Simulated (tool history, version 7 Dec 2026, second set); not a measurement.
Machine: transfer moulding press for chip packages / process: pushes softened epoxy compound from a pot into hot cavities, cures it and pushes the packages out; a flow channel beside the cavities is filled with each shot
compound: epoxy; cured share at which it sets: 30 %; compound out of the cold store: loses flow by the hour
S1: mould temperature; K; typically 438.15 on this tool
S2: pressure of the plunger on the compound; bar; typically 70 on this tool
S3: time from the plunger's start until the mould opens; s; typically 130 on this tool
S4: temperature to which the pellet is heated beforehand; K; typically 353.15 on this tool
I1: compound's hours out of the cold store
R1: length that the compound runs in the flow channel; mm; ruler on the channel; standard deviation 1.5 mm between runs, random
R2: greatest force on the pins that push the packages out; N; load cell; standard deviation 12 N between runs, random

run    day      S1    S2   S3      S4    I1   R1    R2
  1      0  438.15    70  130  353.15  25.7  520   902
  2  0.279  438.15    70  130  353.15  14.3  544  1040
  3  0.604  438.15    70  130  353.15  23.7  527  1070
     0.912  -- cavities cleaned with cleaning compound and waxed
  4  1.171  438.15    70  130  353.15  14.4  542   707
  5  1.646  438.15    70  130  353.15  25.8  515   870
  6  2.033  438.15    70  130  353.15  43.8  483   929
  7  2.417  438.15    70  130  353.15  29.1  511  1025
     2.754  -- cavities cleaned with cleaning compound and waxed
  8  2.975  438.15    70  130  353.15  35.8  496   682
  9  3.492  438.15    70  130  353.15  47.3  475   864
 10  3.754  438.15    70  130  353.15  19.8  528   928
 11  4.067  438.15    70  130  353.15  15.1  538  1043
 12  4.425  438.15    70  125  353.15  34.4  495  1148
       4.6  -- cavities cleaned with cleaning compound and waxed
 13  4.988  438.15    70  125  353.15  36.4  492   790
     5.112  -- mould's thermocouples calibrated
 14  5.371  438.15    70  130  353.15    10  549   895
 15  5.833  438.15    70  170  353.15  13.9  537   744
 16  6.162  431.15  69.6  135  353.15  15.2  557  1632
     6.529  -- cavities cleaned with cleaning compound and waxed
 17  6.792  438.15  64.5  130  343.15  10.8  522   693
 18  7.171  438.15  64.5  130  343.15  19.3  506   858
     7.333  -- mould's thermocouples calibrated, once more
 19  7.646  445.15    70  130  357.15   9.5  528   783

The next listed run, before its measurement:
 20  8.121  445.15  86.5  123  351.15  37.2   ?   ?

{"run 20": {"R1": 522, "R2": 900}}
The same run, on a tool lacking any hidden state, would have yielded R1 535 mm, R2 492 N.

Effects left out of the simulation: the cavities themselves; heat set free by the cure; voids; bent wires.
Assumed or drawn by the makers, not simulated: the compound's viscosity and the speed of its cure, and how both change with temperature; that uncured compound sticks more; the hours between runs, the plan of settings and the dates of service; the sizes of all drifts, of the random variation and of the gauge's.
